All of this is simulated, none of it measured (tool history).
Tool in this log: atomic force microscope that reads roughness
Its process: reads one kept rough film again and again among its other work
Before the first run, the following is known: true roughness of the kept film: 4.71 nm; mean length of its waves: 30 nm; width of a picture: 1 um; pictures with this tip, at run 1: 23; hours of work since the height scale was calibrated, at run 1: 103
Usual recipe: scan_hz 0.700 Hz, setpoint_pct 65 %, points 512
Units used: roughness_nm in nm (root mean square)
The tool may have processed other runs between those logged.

| run | hour | scan_hz | setpoint_pct | points | pictures with this tip | hours of work since the height scale was calibrated | roughness_nm |
|---|---|---|---|---|---|---|---|
| 1 | 0.0 | 0.700 | 65 | 512 | 23 | 103 | 4.015 |
| 2 | 6.4 | 0.700 | 65 | 512 | 32 | 106 | 3.940 |
| 3 | 12.1 | 0.700 | 65 | 512 | 40 | 109 | 3.896 |
| 4 | 20.6 | 0.700 | 65 | 512 | 52 | 113 | 3.782 |
| 5 | 31.4 | 0.700 | 65 | 512 | 67 | 118 | 3.718 |
| 6 | 42.1 | 1.097 | 65 | 512 | 81 | 123 | 3.597 |
|  | 49.0 | new tip fitted |
| 7 | 52.2 | 0.700 | 65 | 512 | 5 | 128 | 4.137 |
| 8 | 58.3 | 0.700 | 65 | 512 | 13 | 131 | 4.052 |
| 9 | 66.9 | 0.700 | 65 | 512 | 25 | 135 | 3.951 |
| 10 | 75.3 | 0.700 | 65 | 512 | 37 | 139 | 3.905 |
| 11 | 81.0 | 0.700 | 65 | 512 | 45 | 142 | 3.872 |
| 12 | 87.3 | 0.700 | 65 | 512 | 53 | 145 | 3.812 |
| 13 | 97.2 | 0.700 | 65 | 512 | 67 | 150 | 3.706 |
| 14 | 102.2 | 0.700 | 74 | 512 | 74 | 152 | 3.618 |
| 15 | 112.4 | 0.700 | 74 | 512 | 88 | 157 | 3.567 |
|  | 114.3 | new tip fitted |
| 16 | 121.1 | 0.700 | 65 | 512 | 10 | 161 | 4.101 |
| 17 | 129.4 | 0.700 | 65 | 512 | 21 | 165 | 4.013 |
| 18 | 137.4 | 0.700 | 78 | 512 | 32 | 169 | 3.880 |
| 19 | 145.7 | 0.700 | 78 | 512 | 44 | 173 | 3.792 |
| 20 | 155.9 | 0.700 | 78 | 512 | 58 | 178 | 3.727 |
|  | 157.4 | height scale calibrated on a step standard |
| 21 | 164.7 | 0.700 | 65 | 426 | 69 | 4 | 3.667 |
| 22 | 176.0 | 3.972 | 77 | 512 | 84 | 9 | 3.146 |
|  | 180.9 | new tip fitted |
| 23 | 185.8 | 3.336 | 77 | 512 | 6 | 14 | 3.695 |
| 24 | 190.6 | 3.971 | 64 | 448 | 13 | 16 | 3.781 |

Run 25 comes next. What will it give?
| 25 | 199.3 | 3.971 | 55 | 448 | 25 | 20 | ? |

For run 25 the tool returned roughness_nm 3.843 nm (root mean square).
On a tool with no hidden condition, and with the same random variation, this run would have come out at roughness_nm 4.063 nm (root mean square).

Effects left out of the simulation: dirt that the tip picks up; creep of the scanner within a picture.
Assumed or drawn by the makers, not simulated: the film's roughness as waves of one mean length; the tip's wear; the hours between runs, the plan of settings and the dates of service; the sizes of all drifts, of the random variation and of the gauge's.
